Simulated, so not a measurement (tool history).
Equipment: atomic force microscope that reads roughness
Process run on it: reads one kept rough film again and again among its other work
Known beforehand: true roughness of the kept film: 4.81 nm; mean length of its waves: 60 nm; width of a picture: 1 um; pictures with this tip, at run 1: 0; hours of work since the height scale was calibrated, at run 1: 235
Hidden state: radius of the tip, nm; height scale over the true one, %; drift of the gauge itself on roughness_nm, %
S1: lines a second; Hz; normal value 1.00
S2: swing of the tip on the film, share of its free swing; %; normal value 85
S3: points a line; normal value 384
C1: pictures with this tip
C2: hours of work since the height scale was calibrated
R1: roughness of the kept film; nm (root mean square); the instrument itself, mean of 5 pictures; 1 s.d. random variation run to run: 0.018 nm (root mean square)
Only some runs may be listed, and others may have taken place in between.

{"run": 1, "hour": 0.0, "S1": 1.0, "S2": 85, "S3": 384, "C1": 0, "C2": 235, "R1": 4.321}
{"run": 2, "hour": 43.1, "S1": 1.0, "S2": 85, "S3": 384, "C1": 58, "C2": 264, "R1": 4.319}
{"run": 3, "hour": 76.4, "S1": 1.0, "S2": 85, "S3": 569, "C1": 103, "C2": 286, "R1": 4.3}
{"run": 4, "hour": 106.4, "S1": 1.0, "S2": 85, "S3": 569, "C1": 143, "C2": 306, "R1": 4.329}
{"run": 5, "hour": 139.0, "S1": 1.0, "S2": 85, "S3": 569, "C1": 187, "C2": 327, "R1": 4.3}
{"run": 6, "hour": 183.3, "S1": 1.0, "S2": 85, "S3": 569, "C1": 247, "C2": 357, "R1": 4.304}
{"hour": 192.3, "done": "new tip fitted"}
{"run": 7, "hour": 227.9, "S1": 1.0, "S2": 85, "S3": 569, "C1": 48, "C2": 386, "R1": 4.314}
{"run": 8, "hour": 269.4, "S1": 1.0, "S2": 85, "S3": 569, "C1": 104, "C2": 414, "R1": 4.292}
{"run": 9, "hour": 312.8, "S1": 1.0, "S2": 85, "S3": 569, "C1": 163, "C2": 442, "R1": 4.301}
{"run": 10, "hour": 359.7, "S1": 1.0, "S2": 66, "S3": 384, "C1": 226, "C2": 474, "R1": 4.525}
{"hour": 387.1, "done": "new tip fitted"}
{"run": 11, "hour": 392.1, "S1": 1.0, "S2": 66, "S3": 384, "C1": 7, "C2": 495, "R1": 4.539}
{"run": 12, "hour": 411.8, "S1": 1.0, "S2": 85, "S3": 384, "C1": 34, "C2": 508, "R1": 4.296}
{"run": 13, "hour": 442.1, "S1": 1.0, "S2": 85, "S3": 384, "C1": 75, "C2": 528, "R1": 4.268}
{"run": 14, "hour": 471.7, "S1": 1.0, "S2": 85, "S3": 520, "C1": 115, "C2": 547, "R1": 4.32}
{"run": 15, "hour": 502.2, "S1": 1.0, "S2": 85, "S3": 520, "C1": 156, "C2": 568, "R1": 4.292}
{"run": 16, "hour": 541.0, "S1": 1.0, "S2": 65, "S3": 520, "C1": 208, "C2": 593, "R1": 4.543}
{"run": 17, "hour": 576.7, "S1": 1.0, "S2": 73, "S3": 541, "C1": 257, "C2": 617, "R1": 4.465}
{"hour": 580.2, "done": "new tip fitted"}
{"run": 18, "hour": 624.6, "S1": 1.0, "S2": 60, "S3": 384, "C1": 60, "C2": 648, "R1": 4.561}
{"run": 19, "hour": 673.1, "S1": 1.59, "S2": 66, "S3": 264, "C1": 125, "C2": 681, "R1": 4.449}
{"run": 20, "hour": 715.1, "S1": 1.0, "S2": 75, "S3": 384, "C1": 182, "C2": 709, "R1": 4.453}
{"run": 21, "hour": 745.4, "S1": 3.22, "S2": 62, "S3": 426, "C1": 223, "C2": 729, "R1": 4.295}
{"hour": 772.8, "done": "new tip fitted"}
{"run": 22, "hour": 772.8, "S1": 1.41, "S2": 76, "S3": 384, "C1": 0, "C2": 746, "R1": 4.296}
{"run": 23, "hour": 794.8, "S1": 0.98, "S2": 60, "S3": 663, "C1": 30, "C2": 761, "R1": 4.587}
{"run": 24, "hour": 835.8, "S1": 0.98, "S2": 60, "S3": 446, "C1": 85, "C2": 788, "R1": 4.595}

Consider 4 possible next runs. They are alternatives, not a sequence: every one starts from the tool as it was left by run 24. What does each give?
{"run": "A", "hour": 856.6, "S1": 0.98, "S2": 87, "S3": 446, "C1": 114, "C2": 802, "R1": "?"}
{"run": "B", "hour": 856.6, "S1": 0.75, "S2": 74, "S3": 600, "C1": 114, "C2": 802, "R1": "?"}
{"run": "C", "hour": 856.6, "S1": 0.89, "S2": 60, "S3": 446, "C1": 114, "C2": 802, "R1": "?"}
{"run": "D", "hour": 856.6, "S1": 2.66, "S2": 67, "S3": 384, "C1": 114, "C2": 802, "R1": "?"}

run=A R1=4.294
run=B R1=4.502
run=C R1=4.593
run=D R1=4.318
Stripped of hidden state, with their random variation kept, the same runs would have yielded:
run=A R1=4.299
run=B R1=4.507
run=C R1=4.598
run=D R1=4.323
